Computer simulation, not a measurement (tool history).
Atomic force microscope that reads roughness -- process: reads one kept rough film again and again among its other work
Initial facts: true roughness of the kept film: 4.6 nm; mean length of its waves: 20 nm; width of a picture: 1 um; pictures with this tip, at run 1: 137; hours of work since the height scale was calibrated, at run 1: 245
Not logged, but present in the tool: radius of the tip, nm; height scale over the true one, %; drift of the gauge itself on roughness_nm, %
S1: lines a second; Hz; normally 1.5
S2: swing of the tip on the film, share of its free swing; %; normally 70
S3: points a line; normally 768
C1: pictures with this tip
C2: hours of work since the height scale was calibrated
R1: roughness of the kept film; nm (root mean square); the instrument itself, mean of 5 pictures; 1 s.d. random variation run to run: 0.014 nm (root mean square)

{"run": 1, "hour": 0.0, "S1": 1.5, "S2": 70, "S3": 768, "C1": 137, "C2": 245, "R1": 3.254}
{"run": 2, "hour": 12.8, "S1": 1.5, "S2": 70, "S3": 768, "C1": 153, "C2": 252, "R1": 3.245}
{"run": 3, "hour": 23.2, "S1": 1.5, "S2": 70, "S3": 768, "C1": 167, "C2": 257, "R1": 3.241}
{"run": 4, "hour": 33.6, "S1": 1.5, "S2": 70, "S3": 768, "C1": 180, "C2": 263, "R1": 3.251}
{"run": 5, "hour": 49.9, "S1": 2.1, "S2": 70, "S3": 768, "C1": 201, "C2": 272, "R1": 3.169}
{"run": 6, "hour": 68.5, "S1": 2.1, "S2": 70, "S3": 768, "C1": 225, "C2": 282, "R1": 3.18}
{"run": 7, "hour": 83.2, "S1": 2.1, "S2": 70, "S3": 768, "C1": 245, "C2": 290, "R1": 3.163}
{"run": 8, "hour": 92.2, "S1": 2.1, "S2": 70, "S3": 768, "C1": 256, "C2": 294, "R1": 3.165}
{"hour": 93.6, "done": "new tip fitted"}
{"run": 9, "hour": 111.4, "S1": 2.1, "S2": 70, "S3": 768, "C1": 23, "C2": 305, "R1": 3.171}
{"run": 10, "hour": 124.4, "S1": 2.1, "S2": 70, "S3": 768, "C1": 40, "C2": 312, "R1": 3.176}
{"run": 11, "hour": 140.1, "S1": 2.1, "S2": 69, "S3": 768, "C1": 61, "C2": 320, "R1": 3.175}
{"run": 12, "hour": 159.2, "S1": 2.1, "S2": 69, "S3": 768, "C1": 85, "C2": 330, "R1": 3.17}
{"run": 13, "hour": 169.2, "S1": 1.5, "S2": 70, "S3": 768, "C1": 98, "C2": 336, "R1": 3.253}
{"run": 14, "hour": 187.4, "S1": 1.5, "S2": 70, "S3": 768, "C1": 122, "C2": 345, "R1": 3.245}
{"run": 15, "hour": 203.7, "S1": 0.84, "S2": 70, "S3": 768, "C1": 143, "C2": 354, "R1": 3.352}
{"run": 16, "hour": 221.8, "S1": 0.84, "S2": 70, "S3": 768, "C1": 166, "C2": 364, "R1": 3.322}
{"run": 17, "hour": 238.2, "S1": 0.84, "S2": 70, "S3": 768, "C1": 188, "C2": 373, "R1": 3.347}
{"run": 18, "hour": 248.4, "S1": 0.84, "S2": 60, "S3": 768, "C1": 201, "C2": 378, "R1": 3.396}
{"run": 19, "hour": 262.8, "S1": 0.84, "S2": 60, "S3": 768, "C1": 220, "C2": 386, "R1": 3.406}
{"run": 20, "hour": 279.6, "S1": 0.84, "S2": 60, "S3": 768, "C1": 241, "C2": 395, "R1": 3.39}
{"run": 21, "hour": 290.8, "S1": 0.84, "S2": 60, "S3": 768, "C1": 256, "C2": 401, "R1": 3.401}
{"hour": 292.5, "done": "new tip fitted"}
{"run": 22, "hour": 300.7, "S1": 1.09, "S2": 79, "S3": 290, "C1": 10, "C2": 406, "R1": 3.137}
{"run": 23, "hour": 310.7, "S1": 3.11, "S2": 79, "S3": 431, "C1": 23, "C2": 412, "R1": 2.793}
{"run": 24, "hour": 321.4, "S1": 3.11, "S2": 79, "S3": 431, "C1": 37, "C2": 417, "R1": 2.797}
{"run": 25, "hour": 334.0, "S1": 3.11, "S2": 65, "S3": 484, "C1": 53, "C2": 424, "R1": 3.119}
{"run": 26, "hour": 348.5, "S1": 3.11, "S2": 88, "S3": 368, "C1": 72, "C2": 432, "R1": 2.532}
{"run": 27, "hour": 364.6, "S1": 1.92, "S2": 89, "S3": 396, "C1": 93, "C2": 441, "R1": 2.8}
{"run": 28, "hour": 377.0, "S1": 2.85, "S2": 69, "S3": 286, "C1": 109, "C2": 447, "R1": 3.028}
{"run": 29, "hour": 396.2, "S1": 2.85, "S2": 69, "S3": 286, "C1": 134, "C2": 458, "R1": 3.012}
{"run": 30, "hour": 415.5, "S1": 2.85, "S2": 86, "S3": 822, "C1": 159, "C2": 468, "R1": 2.686}

The next listed run, before its measurement:
{"run": 31, "hour": 432.7, "S1": 1.5, "S2": 70, "S3": 374, "C1": 181, "C2": 477, "R1": "?"}

Run 31 came out at R1 3.205 nm (root mean square).
On a tool with no hidden condition, and with the same random variation, this run would have come out at R1 3.21 nm (root mean square).
